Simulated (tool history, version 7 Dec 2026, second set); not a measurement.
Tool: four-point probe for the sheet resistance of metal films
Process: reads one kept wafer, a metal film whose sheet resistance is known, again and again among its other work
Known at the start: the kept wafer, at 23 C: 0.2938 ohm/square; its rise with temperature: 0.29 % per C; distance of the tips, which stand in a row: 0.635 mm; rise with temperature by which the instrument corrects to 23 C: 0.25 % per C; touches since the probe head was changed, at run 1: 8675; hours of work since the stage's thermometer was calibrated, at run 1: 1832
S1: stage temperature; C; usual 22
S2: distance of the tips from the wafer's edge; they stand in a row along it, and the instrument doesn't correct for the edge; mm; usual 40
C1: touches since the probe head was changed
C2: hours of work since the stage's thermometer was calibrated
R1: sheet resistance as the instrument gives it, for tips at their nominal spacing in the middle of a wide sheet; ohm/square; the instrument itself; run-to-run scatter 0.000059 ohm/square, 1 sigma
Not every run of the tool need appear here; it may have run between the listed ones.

run,hour,S1,S2,C1,C2,R1
1,0.0,22,40,8675,1832,0.292363
2,34.9,22,40,9126,1850,0.292538
3,88.7,22,40,9823,1879,0.292477
4,121.9,22,40,10253,1897,0.292447
5,173.5,22,40,10921,1924,0.292542
6,204.3,22,40,11320,1941,0.292509
7,226.4,22,40,11606,1953,0.292522
8,260.8,22,40,12051,1971,0.292513
9,304.4,22,40,12615,1994,0.292652
10,356.8,22,33,13293,2023,0.292645
11,409.9,22,33,13981,2051,0.292470
12,457.3,22,33,14595,2076,0.292524
13,484.6,22,40,14948,2091,0.292545
14,518.2,22,40,15382,2109,0.292564
15,552.9,22,41,15833,2128,0.292655
16,600.1,22,41,16443,2153,0.292612
17,648.1,22,6,17064,2179,0.294349
18,671.6,22,6,17369,2191,0.294335
19,704.6,28,40,17796,2209,0.293117
20,744.6,28,40,18313,2230,0.293273
21,775.4,22,15,18712,2247,0.292885
22,825.3,22,15,19358,2273,0.292886
23,849.3,22,15,19668,2286,0.292903
24,893.3,18,12,20238,2310,0.292606
25,917.0,18,12,20545,2322,0.292623
26,961.4,18,12,21120,2346,0.292551
27,1008.5,28,30,21729,2371,0.293366
28,1058.4,25,19,22375,2398,0.293152
29,1088.7,34,66,22768,2414,0.293927

Expected results for the next run?
30,1133.4,23,6,23346,2438,?

R1: 0.294463 ohm/square
Take away the tool's hidden state, keep the run-to-run variation as it was, and the same run would have given R1 0.295526 ohm/square.
